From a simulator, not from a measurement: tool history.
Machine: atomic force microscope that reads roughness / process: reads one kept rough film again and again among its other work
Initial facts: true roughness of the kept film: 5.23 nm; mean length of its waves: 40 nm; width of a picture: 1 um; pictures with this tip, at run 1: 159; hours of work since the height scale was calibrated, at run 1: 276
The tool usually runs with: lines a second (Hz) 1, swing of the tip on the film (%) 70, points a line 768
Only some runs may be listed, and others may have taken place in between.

run	hour	lines a second (Hz)	swing of the tip on the film (%)	points a line	pictures with this tip	hours of work since the height scale was calibrated	roughness of the kept film (nm (root mean square))
1	0	1	70	768	159	276	3.636
2	7.9	1	70	768	176	282	3.56
3	17.5	1	70	768	197	289	3.525
4	23	1	77	768	209	293	3.403
# hour 26.5: new tip fitted
5	32.9	1	70	768	14	300	4.251
6	42	1	70	768	34	307	4.14
7	48.1	1	70	768	48	312	4.073
8	52.8	1	70	768	58	315	4.053
9	59.3	1	70	768	73	320	3.997
10	64.8	1	70	768	85	324	3.914
11	72.6	1	70	768	102	330	3.889
12	78.6	1	70	567	115	335	3.83
13	86.1	1	70	567	132	340	3.761
14	93.2	1.56	87	567	148	346	3.233
15	101.1	1	70	445	165	352	3.626
16	109.9	0.76	79	833	185	358	3.545
17	118.1	0.76	79	833	203	365	3.474
# hour 124.9: new tip fitted
18	124.9	3.32	67	689	0	369	3.939
19	130.6	1	67	340	12	374	4.287
20	136.2	1	67	340	25	378	4.244
21	142.1	1	67	340	38	382	4.167

Across each entry between runs, compare the hidden state at the last listed run before it with the hidden state at the first listed run after it:
After run 4, before run 5: new tip fitted (hour 26.5)
  radius of the tip, nm: 32 -> 12.3; height scale over the true one, %: -0.51 -> -0.52
  measured value less the no-hidden-state value, roughness of the kept film (nm (root mean square)): -0.876 -> -0.136
After run 17, before run 18: new tip fitted (hour 124.9)
  radius of the tip, nm: 30.7 -> 10.2
  measured value less the no-hidden-state value, roughness of the kept film (nm (root mean square)): -0.85 -> -0.034

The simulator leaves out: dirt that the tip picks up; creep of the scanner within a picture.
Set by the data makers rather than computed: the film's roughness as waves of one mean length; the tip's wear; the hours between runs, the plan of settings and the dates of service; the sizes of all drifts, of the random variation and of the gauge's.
